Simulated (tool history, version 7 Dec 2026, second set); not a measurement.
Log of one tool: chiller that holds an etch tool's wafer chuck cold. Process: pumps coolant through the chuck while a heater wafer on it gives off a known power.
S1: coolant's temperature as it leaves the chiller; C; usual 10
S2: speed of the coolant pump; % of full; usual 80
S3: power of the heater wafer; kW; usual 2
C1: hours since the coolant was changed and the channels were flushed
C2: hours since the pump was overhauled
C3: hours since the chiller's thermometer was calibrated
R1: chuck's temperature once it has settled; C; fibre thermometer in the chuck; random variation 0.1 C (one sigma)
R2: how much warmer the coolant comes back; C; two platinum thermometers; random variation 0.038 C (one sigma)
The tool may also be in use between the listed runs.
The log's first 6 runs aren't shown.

run 7 hour=186.9 | S1=10 S2=80 S3=2 | C1=3836 C2=432 C3=1096 | R1=30.2 R2=8.05
run 8 hour=216.9 | S1=10 S2=80 S3=2 | C1=3866 C2=462 C3=1126 | R1=30.3 R2=8.07
run 9 hour=257.4 | S1=10 S2=80 S3=2 | C1=3906 C2=502 C3=1167 | R1=30.1 R2=8.06
run 10 hour=301.1 | S1=10 S2=80 S3=2 | C1=3950 C2=546 C3=1211 | R1=30.5 R2=8.08
run 11 hour=333.4 | S1=10 S2=80 S3=2 | C1=3982 C2=578 C3=1243 | R1=30.3 R2=8.08
run 12 hour=352.5 | S1=10 S2=80 S3=2 | C1=4001 C2=597 C3=1262 | R1=30.5 R2=8.05
run 13 hour=378.7 | S1=10 S2=80 S3=2 | C1=4028 C2=624 C3=1288 | R1=30.3 R2=8.16
run 14 hour=410.9 | S1=10 S2=80 S3=2 | C1=4060 C2=656 C3=1320 | R1=30.5 R2=8.11
run 15 hour=454.4 | S1=10 S2=80 S3=2.43 | C1=4103 C2=699 C3=1364 | R1=35 R2=9.89
run 16 hour=472.5 | S1=10 S2=80 S3=2.43 | C1=4121 C2=717 C3=1382 | R1=34.9 R2=9.91
run 17 hour=505.7 | S1=10 S2=80 S3=2 | C1=4155 C2=750 C3=1415 | R1=30.4 R2=8.15
run 18 hour=539.1 | S1=14 S2=75 S3=2 | C1=4188 C2=784 C3=1448 | R1=35.6 R2=8.7
-- hour=547.2 coolant pump overhauled
run 19 hour=580 | S1=9 S2=75 S3=1.586 | C1=4224 C2=33 C3=1484 | R1=26.1 R2=7.04
run 20 hour=607.9 | S1=9 S2=75 S3=1.586 | C1=4252 C2=61 C3=1512 | R1=26.5 R2=6.95
run 21 hour=633.5 | S1=13 S2=67 S3=2 | C1=4277 C2=86 C3=1538 | R1=37 R2=9.86
-- hour=659.5 coolant pump overhauled, once more
run 22 hour=659.9 | S1=8 S2=80 S3=1.649 | C1=4299 C2=0 C3=1559 | R1=24.5 R2=6.55
run 23 hour=692.3 | S1=6 S2=91 S3=1.649 | C1=4331 C2=33 C3=1592 | R1=20.7 R2=5.75
run 24 hour=712.3 | S1=6 S2=91 S3=1.649 | C1=4351 C2=53 C3=1612 | R1=20.7 R2=5.77
run 25 hour=732.8 | S1=10 S2=62 S3=2 | C1=4372 C2=73 C3=1632 | R1=35.2 R2=10.38
run 26 hour=754.2 | S1=17 S2=80 S3=1.24 | C1=4393 C2=95 C3=1654 | R1=29.3 R2=4.96
run 27 hour=779.7 | S1=16 S2=85 S3=1.778 | C1=4419 C2=120 C3=1679 | R1=33 R2=6.69
run 28 hour=801.1 | S1=17 S2=99 S3=1.432 | C1=4440 C2=142 C3=1701 | R1=29 R2=4.62
run 29 hour=843.2 | S1=9 S2=77 S3=1.473 | C1=4482 C2=184 C3=1743 | R1=24.4 R2=6.19
run 30 hour=867.2 | S1=4 S2=90 S3=1.121 | C1=4506 C2=208 C3=1767 | R1=14 R2=3.95
run 31 hour=908.2 | S1=1 S2=76 S3=1.121 | C1=4547 C2=249 C3=1808 | R1=12.8 R2=4.76

4 ways to go on from here, each from the tool as it stands after run 31. What would each give?
run A hour=942.3 | S1=13 S2=69 S3=1.011 | C1=4581 C2=283 C3=1842 | R1=? R2=?
run B hour=942.3 | S1=10 S2=63 S3=2 | C1=4581 C2=283 C3=1842 | R1=? R2=?
run C hour=942.3 | S1=19 S2=76 S3=1.184 | C1=4581 C2=283 C3=1842 | R1=? R2=?
run D hour=942.3 | S1=4 S2=73 S3=2 | C1=4581 C2=283 C3=1842 | R1=? R2=?

run=A R1=24.5 R2=4.75
run=B R1=34.7 R2=10.25
run=C R1=31.4 R2=4.95
run=D R1=25.9 R2=8.88
Without the tool's hidden state the same runs would have given:
run=A R1=23.8 R2=4.75
run=B R1=33.1 R2=10.25
run=C R1=30.7 R2=4.95
run=D R1=24.4 R2=8.88
